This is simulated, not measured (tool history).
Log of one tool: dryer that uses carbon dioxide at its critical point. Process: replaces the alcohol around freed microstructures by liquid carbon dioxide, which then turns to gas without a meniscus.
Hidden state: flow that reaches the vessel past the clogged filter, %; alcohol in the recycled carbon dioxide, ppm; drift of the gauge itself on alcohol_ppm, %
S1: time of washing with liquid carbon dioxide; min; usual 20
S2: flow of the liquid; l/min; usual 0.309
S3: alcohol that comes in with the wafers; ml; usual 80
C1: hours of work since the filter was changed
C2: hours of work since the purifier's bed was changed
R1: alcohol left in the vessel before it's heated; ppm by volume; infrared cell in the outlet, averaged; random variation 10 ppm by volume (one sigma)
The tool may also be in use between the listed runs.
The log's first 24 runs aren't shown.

| run | hour | S1 | S2 | S3 | C1 | C2 | R1 |
|---|---|---|---|---|---|---|---|
| 25 | 857.4 | 25 | 0.228 | 80 | 51 | 415 | 1119 |
| 26 | 880.6 | 25 | 0.228 | 80 | 68 | 432 | 1134 |
| 27 | 924.8 | 26 | 0.242 | 105 | 100 | 465 | 1031 |
| 28 | 970.4 | 12 | 0.196 | 76 | 133 | 498 | 13975 |
| 29 | 995.4 | 18 | 0.196 | 49 | 152 | 516 | 3923 |
| 30 | 1026.5 | 13 | 0.431 | 31 | 174 | 539 | 552 |
| 31 | 1050.3 | 13 | 0.431 | 31 | 192 | 556 | 578 |
| 32 | 1093.0 | 17 | 0.431 | 71 | 223 | 587 | 434 |
| 33 | 1134.7 | 18 | 0.216 | 73 | 253 | 618 | 5018 |
| 34 | 1173.9 | 14 | 0.309 | 80 | 282 | 646 | 4043 |
| 35 | 1219.8 | 18 | 0.309 | 80 | 315 | 680 | 1849 |
|  | 1228.6 | inlet filter changed |
| 36 | 1261.7 | 23 | 0.235 | 39 | 24 | 710 | 737 |
| 37 | 1299.2 | 21 | 0.253 | 60 | 52 | 737 | 1148 |
| 38 | 1338.8 | 23 | 0.238 | 80 | 80 | 766 | 1473 |
| 39 | 1366.7 | 13 | 0.307 | 78 | 101 | 786 | 4011 |
| 40 | 1398.2 | 13 | 0.307 | 78 | 124 | 809 | 4030 |
| 41 | 1418.7 | 30 | 0.309 | 21 | 139 | 824 | 146 |
| 42 | 1449.2 | 22 | 0.497 | 21 | 161 | 847 | 137 |
| 43 | 1468.9 | 22 | 0.497 | 21 | 175 | 861 | 134 |

4 ways to go on from here, each from the tool as it stands after run 43. What would each give?
| A | 1512.5 | 16 | 0.497 | 48 | 207 | 893 | ? |
| B | 1512.5 | 20 | 0.309 | 55 | 207 | 893 | ? |
| C | 1512.5 | 17 | 0.230 | 75 | 207 | 893 | ? |
| D | 1512.5 | 20 | 0.449 | 80 | 207 | 893 | ? |

| run | R1 |
|---|---|
| A | 273 |
| B | 799 |
| C | 4832 |
| D | 252 |
Without the tool's hidden state the same runs would have given:
| run | R1 |
|---|---|
| A | 83 |
| B | 438 |
| C | 3600 |
| D | 72 |
